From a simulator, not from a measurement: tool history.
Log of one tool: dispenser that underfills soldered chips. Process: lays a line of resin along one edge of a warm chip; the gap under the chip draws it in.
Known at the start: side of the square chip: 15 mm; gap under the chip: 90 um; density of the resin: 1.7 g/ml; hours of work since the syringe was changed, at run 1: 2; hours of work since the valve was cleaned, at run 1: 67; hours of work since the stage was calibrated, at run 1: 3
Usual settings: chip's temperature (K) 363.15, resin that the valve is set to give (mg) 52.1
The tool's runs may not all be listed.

run	hour	chip's temperature (K)	resin that the valve is set to give (mg)	hours of work since the syringe was changed	hours of work since the valve was cleaned	hours of work since the stage was calibrated	time until the resin shows at the far edge (s)	resin that the valve gave (mg)
1	0.0	363.15	52.1	2	67	3	116.1	49.18
2	3.9	363.15	52.1	5	70	6	129.0	49.15
# hour 5.8: new syringe of resin
3	8.1	363.15	52.1	2	73	9	115.4	48.82
4	10.8	363.15	52.1	4	75	11	127.4	49.24
5	13.9	363.15	52.1	6	77	14	139.0	48.83
# hour 14.8: new syringe of resin
6	19.2	363.15	52.1	3	81	17	123.8	48.53
# hour 23.8: new syringe of resin
7	23.8	364.15	52.1	0	84	21	101.3	48.18
8	28.6	372.15	52.1	4	88	24	89.7	48.46
# hour 33.3: dispensing valve cleaned and set on the balance
# hour 34.0: new syringe of resin
9	35.6	349.15	52.1	1	2	28	186.9	52.44
10	39.9	349.15	52.1	4	5	32	213.7	51.79
# hour 42.9: new syringe of resin
11	45.5	363.15	63.4	2	9	36	110.7	62.89
12	49.7	363.15	52.1	5	12	39	128.2	51.15
# hour 51.8: new syringe of resin
13	53.1	361.15	48.5	1	14	41	118.9	47.76
14	56.6	361.15	58.0	4	17	44	132.1	57.23
15	60.1	378.15	62.0	6	20	46	78.5	60.85
# hour 60.9: new syringe of resin
16	63.1	371.15	49.5	2	22	48	85.3	48.72
17	66.3	355.15	46.6	4	24	51	173.5	45.88
# hour 69.8: new syringe of resin
18	69.8	366.15	46.6	0	26	53	95.5	45.54
19	74.9	356.15	49.1	4	30	57	162.4	48.07
20	77.3	356.15	49.1	6	32	59	175.3	47.64
# hour 78.8: new syringe of resin
21	81.6	356.15	50.4	2	35	62	151.9	49.06
22	84.5	356.15	50.4	4	37	64	167.3	49.14
# hour 87.9: new syringe of resin
23	89.0	375.15	53.9	1	40	67	69.3	52.44

5 ways to go on from here, each from the tool as it stands after run 23. What would each give?
A	94.1	363.15	54.4	5	44	71	?	?
B	94.1	376.15	52.1	5	44	71	?	?
C	94.1	353.15	52.1	5	44	71	?	?
D	94.1	363.15	56.6	5	44	71	?	?
E	94.1	352.15	44.4	5	44	71	?	?

run	time until the resin shows at the far edge (s)	resin that the valve gave (mg)
A	128.6	52.61
B	81.8	50.33
C	191.9	50.16
D	126.4	55.05
E	202.7	43.07
Without the tool's hidden state the same runs would have given:
run	time until the resin shows at the far edge (s)	resin that the valve gave (mg)
A	102.6	54.47
B	65.4	52.10
C	152.9	51.93
D	100.9	56.99
E	160.5	44.58
